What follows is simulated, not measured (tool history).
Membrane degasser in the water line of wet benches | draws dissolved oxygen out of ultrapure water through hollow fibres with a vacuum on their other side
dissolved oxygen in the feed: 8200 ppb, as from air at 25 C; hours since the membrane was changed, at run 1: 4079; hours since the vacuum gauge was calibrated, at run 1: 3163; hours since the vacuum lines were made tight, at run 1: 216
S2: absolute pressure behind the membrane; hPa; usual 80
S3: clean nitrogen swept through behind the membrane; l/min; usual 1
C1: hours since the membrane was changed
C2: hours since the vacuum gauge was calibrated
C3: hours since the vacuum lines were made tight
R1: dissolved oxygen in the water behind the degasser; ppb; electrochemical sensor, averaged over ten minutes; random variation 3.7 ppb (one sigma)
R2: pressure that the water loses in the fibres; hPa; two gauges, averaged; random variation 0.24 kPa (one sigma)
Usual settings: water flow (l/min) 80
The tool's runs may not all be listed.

run 1 day=0 | water_flow_(l/min)=80 S2=80 S3=1 | C1=4079 C2=3163 C3=216 | R1=641.2 R2=628.2
-- day=0.658 vacuum gauge calibrated
run 2 day=2.192 | water_flow_(l/min)=80 S2=80 S3=3 | C1=4131 C2=37 C3=268 | R1=292.2 R2=629.5
run 3 day=5.6 | water_flow_(l/min)=54 S2=80 S3=3 | C1=4212 C2=119 C3=350 | R1=209.4 R2=425.3
run 4 day=8.25 | water_flow_(l/min)=54 S2=80 S3=3 | C1=4276 C2=182 C3=414 | R1=209.3 R2=422.8
run 5 day=12.404 | water_flow_(l/min)=114 S2=80 S3=1 | C1=4376 C2=282 C3=513 | R1=823.3 R2=897.8
run 6 day=16.754 | water_flow_(l/min)=80 S2=80 S3=0.53 | C1=4480 C2=386 C3=618 | R1=952.4 R2=632.4
-- day=17.454 vacuum gauge calibrated, once more
run 7 day=20.929 | water_flow_(l/min)=80 S2=80 S3=0.53 | C1=4580 C2=83 C3=718 | R1=863.2 R2=632.4
run 8 day=24.55 | water_flow_(l/min)=80 S2=80 S3=1 | C1=4667 C2=170 C3=804 | R1=600.3 R2=634
run 9 day=28.904 | water_flow_(l/min)=80 S2=80 S3=1 | C1=4771 C2=275 C3=909 | R1=608.4 R2=631.8
run 10 day=31.458 | water_flow_(l/min)=80 S2=80 S3=1 | C1=4833 C2=336 C3=970 | R1=605 R2=632.6
run 11 day=34.871 | water_flow_(l/min)=80 S2=80 S3=1 | C1=4914 C2=418 C3=1052 | R1=603.7 R2=632.8
run 12 day=37.25 | water_flow_(l/min)=80 S2=64.4 S3=1 | C1=4972 C2=475 C3=1109 | R1=417.7 R2=629.2
run 13 day=40.05 | water_flow_(l/min)=80 S2=64.4 S3=1 | C1=5039 C2=542 C3=1176 | R1=416.4 R2=634.9
run 14 day=42.342 | water_flow_(l/min)=80 S2=80 S3=1 | C1=5094 C2=597 C3=1231 | R1=603.9 R2=633.9
run 15 day=45.079 | water_flow_(l/min)=80 S2=80 S3=1 | C1=5159 C2=663 C3=1297 | R1=606.1 R2=629.1
run 16 day=48.129 | water_flow_(l/min)=80 S2=80 S3=1 | C1=5233 C2=736 C3=1370 | R1=605.1 R2=632.7
run 17 day=51.738 | water_flow_(l/min)=80 S2=80 S3=1 | C1=5319 C2=823 C3=1457 | R1=608.7 R2=631.4
run 18 day=55.925 | water_flow_(l/min)=121 S2=111.4 S3=0.44 | C1=5420 C2=923 C3=1557 | R1=1810.3 R2=959.3
run 19 day=60.221 | water_flow_(l/min)=121 S2=111.4 S3=0.44 | C1=5523 C2=1026 C3=1661 | R1=1811.7 R2=958.1
run 20 day=62.779 | water_flow_(l/min)=105 S2=72.8 S3=1.61 | C1=5584 C2=1088 C3=1722 | R1=462 R2=825.1
run 21 day=67.158 | water_flow_(l/min)=86 S2=80 S3=0.54 | C1=5689 C2=1193 C3=1827 | R1=902.2 R2=683.3
run 22 day=69.567 | water_flow_(l/min)=59 S2=80 S3=0.59 | C1=5747 C2=1251 C3=1885 | R1=696.5 R2=467.8
run 23 day=73.879 | water_flow_(l/min)=59 S2=80 S3=0.59 | C1=5851 C2=1354 C3=1988 | R1=697.5 R2=469
run 24 day=78.508 | water_flow_(l/min)=59 S2=131.8 S3=2.83 | C1=5962 C2=1465 C3=2099 | R1=439.5 R2=470.1
run 25 day=82.125 | water_flow_(l/min)=80 S2=100.4 S3=1 | C1=6048 C2=1552 C3=2186 | R1=844.6 R2=634.4
run 26 day=84.367 | water_flow_(l/min)=80 S2=100.4 S3=1 | C1=6102 C2=1606 C3=2240 | R1=848.8 R2=633.7
run 27 day=87.121 | water_flow_(l/min)=102 S2=132.8 S3=2.55 | C1=6168 C2=1672 C3=2306 | R1=750.8 R2=809.4
run 28 day=89.271 | water_flow_(l/min)=80 S2=80 S3=0.6 | C1=6220 C2=1724 C3=2358 | R1=826.1 R2=634.8
run 29 day=92.196 | water_flow_(l/min)=115 S2=97 S3=1.39 | C1=6290 C2=1794 C3=2428 | R1=833.1 R2=909.2
run 30 day=95.7 | water_flow_(l/min)=80 S2=51.8 S3=2.66 | C1=6374 C2=1878 C3=2512 | R1=130.3 R2=631.9
run 31 day=99.446 | water_flow_(l/min)=80 S2=51.8 S3=2.66 | C1=6464 C2=1968 C3=2602 | R1=129.2 R2=637.2

Some steps in R1 between neighbouring runs. How much of each would the tool show without its hidden state too (settings, what came in, random variation), and how much is left for the hidden state, with any gauge scatter that isn't in both results?
The hidden state here: membrane still open, %; true pressure behind the membrane over the reading, kPa; air that leaks in behind the membrane, l/min; drift of the gauge itself on oxygen_ppb, %; drift of the gauge itself on loss_of_pressure_kpa, %.
Run 4 -> 5: water flow (l/min) 54 -> 114, S3 3 -> 1. R1 +614 ppb: hidden state +45.7, all else +568.3.
Run 5 -> 6: water flow (l/min) 114 -> 80, S3 1 -> 0.53. R1 +129.1 ppb: hidden state +10.1, all else +119.
Run 6 -> 7: vacuum gauge calibrated, once more. R1 -89.2 ppb: hidden state -84.9, all else -4.3.
Run 17 -> 18: water flow (l/min) 80 -> 121, S2 80 -> 111.4, S3 1 -> 0.44. R1 +1201.6 ppb: hidden state -3.1, all else +1204.7.
Run 19 -> 20: water flow (l/min) 121 -> 105, S2 111.4 -> 72.8, S3 0.44 -> 1.61. R1 -1349.7 ppb: hidden state +4.6, all else -1354.3.
Run 29 -> 30: water flow (l/min) 115 -> 80, S2 97 -> 51.8, S3 1.39 -> 2.66. R1 -702.8 ppb: hidden state -1.2, all else -701.6.
